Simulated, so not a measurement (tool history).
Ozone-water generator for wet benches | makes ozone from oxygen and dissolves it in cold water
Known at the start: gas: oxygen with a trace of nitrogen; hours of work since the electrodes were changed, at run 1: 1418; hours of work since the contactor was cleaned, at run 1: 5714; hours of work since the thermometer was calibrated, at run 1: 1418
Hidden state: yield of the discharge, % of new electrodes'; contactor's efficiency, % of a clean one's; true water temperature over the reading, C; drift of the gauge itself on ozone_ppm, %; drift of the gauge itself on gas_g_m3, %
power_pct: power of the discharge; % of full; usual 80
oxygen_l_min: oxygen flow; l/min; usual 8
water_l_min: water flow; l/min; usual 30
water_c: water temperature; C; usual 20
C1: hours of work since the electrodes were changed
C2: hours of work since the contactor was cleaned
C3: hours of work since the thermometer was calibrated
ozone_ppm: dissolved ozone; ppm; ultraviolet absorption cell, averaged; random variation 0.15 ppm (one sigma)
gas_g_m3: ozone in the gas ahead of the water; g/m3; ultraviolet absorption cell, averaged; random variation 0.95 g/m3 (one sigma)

{"run": 1, "hour": 0.0, "power_pct": 80, "oxygen_l_min": 8, "water_l_min": 30, "water_c": 20, "C1": 1418, "C2": 5714, "C3": 1418, "ozone_ppm": 19.3, "gas_g_m3": 159}
{"run": 2, "hour": 58.3, "power_pct": 80, "oxygen_l_min": 8, "water_l_min": 30, "water_c": 20, "C1": 1465, "C2": 5761, "C3": 1465, "ozone_ppm": 19.2, "gas_g_m3": 161}
{"run": 3, "hour": 113.3, "power_pct": 80, "oxygen_l_min": 8, "water_l_min": 35, "water_c": 20, "C1": 1510, "C2": 5806, "C3": 1510, "ozone_ppm": 17.3, "gas_g_m3": 160.3}
{"run": 4, "hour": 159.7, "power_pct": 80, "oxygen_l_min": 8, "water_l_min": 30, "water_c": 20, "C1": 1548, "C2": 5844, "C3": 1548, "ozone_ppm": 19.3, "gas_g_m3": 160.7}
{"run": 5, "hour": 194.5, "power_pct": 80, "oxygen_l_min": 8, "water_l_min": 30, "water_c": 20, "C1": 1577, "C2": 5872, "C3": 1577, "ozone_ppm": 19.3, "gas_g_m3": 162.3}
{"run": 6, "hour": 220.7, "power_pct": 80, "oxygen_l_min": 8, "water_l_min": 30, "water_c": 20, "C1": 1598, "C2": 5894, "C3": 1598, "ozone_ppm": 19.1, "gas_g_m3": 161.6}
{"run": 7, "hour": 256.1, "power_pct": 80, "oxygen_l_min": 8, "water_l_min": 30, "water_c": 20, "C1": 1627, "C2": 5923, "C3": 1627, "ozone_ppm": 18.9, "gas_g_m3": 160.6}
{"run": 8, "hour": 300.9, "power_pct": 80, "oxygen_l_min": 8, "water_l_min": 30, "water_c": 20, "C1": 1663, "C2": 5959, "C3": 1663, "ozone_ppm": 19.3, "gas_g_m3": 160.2}
{"run": 9, "hour": 327.0, "power_pct": 55, "oxygen_l_min": 8, "water_l_min": 30, "water_c": 20, "C1": 1685, "C2": 5981, "C3": 1685, "ozone_ppm": 14.5, "gas_g_m3": 121}
{"run": 10, "hour": 356.3, "power_pct": 75, "oxygen_l_min": 8, "water_l_min": 30, "water_c": 24, "C1": 1709, "C2": 6005, "C3": 1709, "ozone_ppm": 17, "gas_g_m3": 154.1}
{"run": 11, "hour": 387.9, "power_pct": 45, "oxygen_l_min": 8, "water_l_min": 19, "water_c": 24, "C1": 1734, "C2": 6030, "C3": 1734, "ozone_ppm": 14.9, "gas_g_m3": 104.1}
{"run": 12, "hour": 439.9, "power_pct": 45, "oxygen_l_min": 8, "water_l_min": 19, "water_c": 24, "C1": 1777, "C2": 6073, "C3": 1777, "ozone_ppm": 14.9, "gas_g_m3": 103}
{"run": 13, "hour": 467.7, "power_pct": 55, "oxygen_l_min": 7.64, "water_l_min": 19, "water_c": 24, "C1": 1800, "C2": 6096, "C3": 1800, "ozone_ppm": 17.5, "gas_g_m3": 125.4}
{"run": 14, "hour": 499.0, "power_pct": 55, "oxygen_l_min": 7.64, "water_l_min": 19, "water_c": 24, "C1": 1825, "C2": 6121, "C3": 1825, "ozone_ppm": 17.6, "gas_g_m3": 124.1}
{"run": 15, "hour": 537.2, "power_pct": 43, "oxygen_l_min": 4.55, "water_l_min": 30, "water_c": 20, "C1": 1856, "C2": 6152, "C3": 1856, "ozone_ppm": 12.3, "gas_g_m3": 146.1}

Some steps in gas_g_m3 between neighbouring runs. How much of each would the tool show without its hidden state too (settings, what came in, random variation), and how much is left for the hidden state, with any gauge scatter that isn't in both results?
Run 10 -> 11: power_pct 75 -> 45, water_l_min 30 -> 19. gas_g_m3 -50 g/m3: hidden state -0.3, all else -49.7.
